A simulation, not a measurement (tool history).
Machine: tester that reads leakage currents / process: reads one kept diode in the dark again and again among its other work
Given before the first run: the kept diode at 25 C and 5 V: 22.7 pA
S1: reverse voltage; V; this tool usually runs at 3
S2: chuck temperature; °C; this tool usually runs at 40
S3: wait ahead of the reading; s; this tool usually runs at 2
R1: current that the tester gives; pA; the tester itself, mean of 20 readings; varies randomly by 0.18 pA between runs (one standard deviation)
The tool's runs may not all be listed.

run,hour,S1,S2,S3,R1
1,0,3,40,2,59.75
# hour 38.8: chuck's temperature calibrated
2,146.7,3,40,2,60.47
3,293,3,40,2,60.69
4,417.8,3,28,2,25.49
5,500.7,3,28,2,25.54
6,645.7,3,28,2,25.66
# hour 704: chuck's temperature calibrated, once more
7,797.8,3,40,2,57.9
8,909.8,3,40,2,58.03
9,1011,3,40,2,57.82
10,1176.9,3,40,2,58.17
11,1325.9,3,40,2,58.56
12,1425.2,3,40,2,58.58
13,1558.6,3,40,2,58.78
14,1640.8,3,40,2,58.61
15,1714.6,3,40,2,59
# hour 1867.1: tester calibrated
16,1874.8,3,40,2,60.79
17,1997.3,3,40,2,60.6
18,2110.3,3,40,2,60.63
19,2218.8,3,40,7.52,60.31
20,2316.8,3,40,7.52,60.75
21,2388.6,17.7,40,0.36,141.8
22,2488,5.35,40,0.36,81.07
23,2634.7,8.07,25,0.36,37.4
24,2734.8,8.07,25,0.36,37.69
25,2831.8,19.01,25,0.77,55.57
# hour 2995.2: probe card cleaned and baked
26,3005,11.94,55,0.77,299.16
27,3149.9,11.94,55,0.77,300.95
28,3317.2,1.98,45,5.7,72.6
29,3426,14.22,31,1.92,61.45
30,3558.4,14.22,31,1.92,61.78
31,3644.8,14.22,31,1.92,61.67
32,3728.6,3,40,2.18,60.81
# hour 3810.4: chuck's temperature calibrated
33,3867.8,3,40,9.43,57.45
34,4017.9,3,40,9.43,57.48
35,4110.5,3,40,9.43,57.61
36,4190.9,5.46,27,1.21,29.26
37,4266.8,3.74,26,2,22.84
38,4421.2,1.89,23,1.64,13.56
39,4558.8,1.05,43,0.68,46.83

Predict each of these 4 candidate next runs independently; none follows another, all start after run 39:
A,4700.7,4.6,40,2,?
B,4700.7,1.8,45,0.53,?
C,4700.7,3,56,2,?
D,4700.7,1.05,42,0.9,?

run,R1
A,69.86
B,67.37
C,173.67
D,43.45
The same runs, with their run-to-run variation unchanged, on a tool lacking any hidden condition would have given:
run,R1
A,68.74
B,66.8
C,172.72
D,43.07
